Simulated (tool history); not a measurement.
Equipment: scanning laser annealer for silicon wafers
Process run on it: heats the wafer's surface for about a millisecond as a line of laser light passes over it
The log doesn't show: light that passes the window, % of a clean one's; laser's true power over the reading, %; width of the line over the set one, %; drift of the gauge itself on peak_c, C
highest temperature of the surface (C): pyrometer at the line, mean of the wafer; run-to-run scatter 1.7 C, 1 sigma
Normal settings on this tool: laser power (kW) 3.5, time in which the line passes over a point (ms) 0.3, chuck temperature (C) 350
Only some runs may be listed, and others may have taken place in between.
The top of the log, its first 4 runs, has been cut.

run	hour	laser power (kW)	time in which the line passes over a point (ms)	chuck temperature (C)	hours of work since the window was cleaned	hours of work since the power meter was calibrated	hours of work since the optics were aligned	highest temperature of the surface (C)
5	238.4	3.5	0.3	350	461	1427	716	1166
6	289.5	3.5	0.3	350	492	1458	747	1167
7	352.9	3.5	0.3	350	530	1496	785	1162
# hour 371.9: window over the wafer cleaned
8	393.6	3.5	0.3	337	13	1520	809	1182
9	428	3.5	0.3	337	34	1540	829	1180
10	507	3.5	0.3	337	82	1588	877	1177
11	556.4	3.5	0.3	337	112	1618	907	1173
12	619.6	3.5	0.3	337	150	1656	945	1168
13	666.2	3.5	0.3	337	178	1685	974	1169
14	708.6	3.5	0.3	337	204	1710	999	1167
15	744.2	3.5	0.3	350	225	1732	1021	1179
16	795.8	3.5	0.3	350	257	1763	1052	1178
17	857.1	3.5	0.3	350	294	1800	1089	1177
18	893.4	3.5	0.3	350	316	1822	1111	1175
19	933.2	3.166	0.3	360	340	1846	1135	1092
20	986.6	3.5	0.227	360	372	1879	1168	1078
21	1025.5	3.314	0.21	322	396	1902	1191	966
22	1106	3.543	0.3	370	445	1951	1240	1199

Run 23, settings as shown, results not yet in. Your forecast:
23	1146.9	3.189	0.249	377	469	1976	1265	?

highest temperature of the surface (C): 1045
Take away the tool's hidden state, keep the run-to-run variation as it was, and the same run would have given highest temperature of the surface (C) 1070.
